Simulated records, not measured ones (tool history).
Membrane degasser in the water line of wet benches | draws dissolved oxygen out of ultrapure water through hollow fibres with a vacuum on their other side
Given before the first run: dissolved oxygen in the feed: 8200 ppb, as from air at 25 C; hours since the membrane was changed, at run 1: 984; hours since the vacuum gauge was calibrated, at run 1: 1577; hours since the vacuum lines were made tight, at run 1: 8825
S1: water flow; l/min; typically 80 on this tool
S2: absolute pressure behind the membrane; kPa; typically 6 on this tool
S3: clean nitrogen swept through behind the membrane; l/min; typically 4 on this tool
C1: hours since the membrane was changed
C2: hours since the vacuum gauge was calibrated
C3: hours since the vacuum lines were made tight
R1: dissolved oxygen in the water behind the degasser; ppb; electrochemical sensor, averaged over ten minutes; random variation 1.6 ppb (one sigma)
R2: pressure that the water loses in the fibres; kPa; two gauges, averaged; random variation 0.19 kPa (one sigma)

| run | hour | S1 | S2 | S3 | C1 | C2 | C3 | R1 | R2 |
|---|---|---|---|---|---|---|---|---|---|
| 1 | 0 | 80 | 6 | 4 | 984 | 1577 | 8825 | 162.8 | 41.25 |
| 2 | 142.7 | 101 | 6 | 4 | 1127 | 1720 | 8968 | 248.4 | 52.03 |
| 3 | 253.4 | 101 | 6 | 4 | 1237 | 1830 | 9078 | 252.9 | 52.4 |
| 4 | 347.1 | 101 | 6 | 4 | 1331 | 1924 | 9172 | 248 | 52.06 |
| 5 | 507.8 | 101 | 6 | 4 | 1492 | 2085 | 9333 | 250.1 | 51.96 |
| 6 | 622.4 | 101 | 6 | 2.33 | 1606 | 2199 | 9447 | 335.1 | 51.82 |
| 7 | 791.7 | 67 | 5.32 | 6.83 | 1776 | 2369 | 9617 | 66.8 | 34.77 |
| 8 | 966.3 | 120 | 8.18 | 7.24 | 1950 | 2543 | 9791 | 367.9 | 61.84 |
| 9 | 1169.7 | 80 | 6 | 3.84 | 2154 | 2747 | 9995 | 169.8 | 41.21 |
| 10 | 1362.5 | 95 | 3.93 | 3.84 | 2346 | 2939 | 10188 | 123.9 | 48.99 |

Forecast run 11:
| 11 | 1584.5 | 95 | 3.93 | 3.84 | 2568 | 3161 | 10410 | ? | ? |

{"run 11": {"R1": 124.4, "R2": 48.86}}
If the tool had no hidden condition, the same run with the same run-to-run variation would have returned R1 118.2 ppb, R2 48.41 kPa.
